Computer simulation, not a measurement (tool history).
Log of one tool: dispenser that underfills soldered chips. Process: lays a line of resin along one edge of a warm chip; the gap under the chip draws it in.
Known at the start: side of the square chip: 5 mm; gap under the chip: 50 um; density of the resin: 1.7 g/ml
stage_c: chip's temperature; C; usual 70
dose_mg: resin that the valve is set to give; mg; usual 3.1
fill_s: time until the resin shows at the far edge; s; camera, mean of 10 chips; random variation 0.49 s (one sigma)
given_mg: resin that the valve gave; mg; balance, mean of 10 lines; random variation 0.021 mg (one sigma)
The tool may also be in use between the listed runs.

run   hour  stage_c  dose_mg  fill_s  given_mg
  1      0       70      3.1    39.1      3.03
  2     11       70      3.1      54         3
      14.7  -- new syringe of resin
  3   23.6       70      3.1    48.9      2.96
        31  -- new syringe of resin
  4   31.7       70     2.97    38.7      2.84
      47.2  -- new syringe of resin
  5   47.8       70     2.97    38.6      2.83
  6   61.4       70     2.97    53.5       2.8
      63.8  -- new syringe of resin
  7     69       70     2.97    43.7      2.82
      75.1  -- dispensing valve cleaned and set on the balance
        82  -- new syringe of resin
  8   82.1       70     2.97    35.9      2.95
  9   97.7       70      3.1    55.7      3.09
      99.5  -- new syringe of resin
 10  110.7       70      3.1    49.5      3.09
     116.7  -- new syringe of resin
 11  118.5       70      3.1    39.3      3.05
 12  125.1       70      3.1    46.3      3.06
       133  -- new syringe of resin
 13  139.1       70      3.1    42.4      3.06
     149.8  -- new syringe of resin
 14  154.2       70      3.1    41.2      3.02
 15  162.9       70      3.1    52.3      3.02
     166.3  -- new syringe of resin
 16  177.9       70      3.1    49.8         3
     183.2  -- new syringe of resin
 17  193.5       70      3.1    47.4      2.97
     199.9  -- new syringe of resin
 18  201.8       70      3.1      38      2.97
 19  214.8       62     3.36    70.3      3.23
     217.2  -- new syringe of resin
 20  223.2       62     3.36    54.8      3.18
     233.5  -- new syringe of resin
 21    239       78     3.76    32.1      3.55
     250.1  -- new syringe of resin
 22  250.6       62     3.39    46.8      3.19
 23  258.4       62      3.6      56      3.38
     266.5  -- new syringe of resin
 24  269.9       62      3.6    50.3      3.39
       278  -- dispensing valve cleaned and set on the balance
 25  283.2       70      3.1      55      3.08
     284.8  -- new syringe of resin
     293.5  -- stage's temperature calibrated
 26  299.7       55     2.74    94.1      2.74
     302.3  -- new syringe of resin
 27  314.7       82     3.14    36.7      3.06
     319.3  -- new syringe of resin
 28    328       68     3.58    50.9       3.5
     335.5  -- new syringe of resin
 29  337.3       68     3.58    43.1      3.52
 30  348.1       68     3.88    56.7       3.8
     351.9  -- new syringe of resin
 31  354.8       60     3.55      56      3.46
 32  366.6       65      3.1    64.8      3.03
     368.3  -- new syringe of resin
 33  380.7       59     3.72    74.5       3.6
     384.6  -- new syringe of resin
 34  387.4       64     2.99    49.5      2.87
     401.3  -- new syringe of resin
 35  402.3       64     2.69    49.4       2.6

The same runs without the tool's hidden state, with the same run-to-run variation:
The hidden state here: resin's viscosity, % of fresh resin's; dose that the valve gives, % of what is set; true chip temperature over the reading, C; drift of the gauge itself on fill_s, %; drift of the gauge itself on given_mg, %.
run  fill_s  given_mg
  1      38      3.14
  2    39.2      3.11
  3    39.4      3.08
  4    39.3      2.97
  5    39.5      2.98
  6      38      2.96
  7    38.7      2.98
  8    37.9      2.95
  9    38.6      3.11
 10    38.5      3.12
 11    39.5      3.09
 12      39      3.11
 13    37.8      3.12
 14    38.5      3.09
 15    38.8       3.1
 16    38.2       3.1
 17    37.9      3.09
 18    37.4       3.1
 19    49.1      3.38
 20    49.3      3.34
 21    29.2      3.74
 22    49.7      3.38
 23    48.6      3.58
 24    48.7      3.61
 25    38.5      3.09
 26    64.4      2.75
 27    26.8      3.09
 28    40.4      3.56
 29    40.6      3.59
 30    40.1      3.88
 31      52      3.54
 32    43.7      3.11
 33    53.5      3.71
 34    45.7      2.97
 35    48.3       2.7
